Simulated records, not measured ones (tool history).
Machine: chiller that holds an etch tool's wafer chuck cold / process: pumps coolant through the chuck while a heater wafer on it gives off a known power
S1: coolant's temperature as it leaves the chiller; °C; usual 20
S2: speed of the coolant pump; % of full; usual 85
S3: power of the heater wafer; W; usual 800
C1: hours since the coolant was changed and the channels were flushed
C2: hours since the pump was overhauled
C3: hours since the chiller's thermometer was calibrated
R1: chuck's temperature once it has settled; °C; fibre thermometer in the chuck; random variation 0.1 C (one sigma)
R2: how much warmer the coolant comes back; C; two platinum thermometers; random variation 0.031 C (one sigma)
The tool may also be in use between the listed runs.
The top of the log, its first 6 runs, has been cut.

run,hour,S1,S2,S3,C1,C2,C3,R1,R2
7,1076.8,30,85,800,1878,7111,168,34.8,2.09
8,1181.4,30,85,800,1982,7216,273,35,2.04
9,1402.1,30,85,800,2203,7437,494,35,2.07
10,1524.6,20,85,800,2326,7559,616,25.1,2.09
11,1743.5,14,85,800,2545,7778,835,18.9,2.07
12,1959.1,14,85,800,2760,7994,1050,18.9,2.11
13,2106.1,14,85,800,2907,8141,1197,19,2.06
14,2337.4,29,85,800,3138,8372,1429,34,2.15
15,2483.6,20,85,800,3285,8518,1575,24.8,2.1
16,2664.3,20,94,800,3465,8699,1756,24.6,1.93
17,2848.8,26,94,800,3650,8883,1940,30.5,1.96

Estimate the outcome of run 18 from the log above:
18,3039.1,14,68,661,3840,9074,2130,?,?

R1: 19.1 °C
R2: 2.25 C
The same run, on a tool lacking any hidden state, would have yielded R1 19 °C, R2 2.09 C.
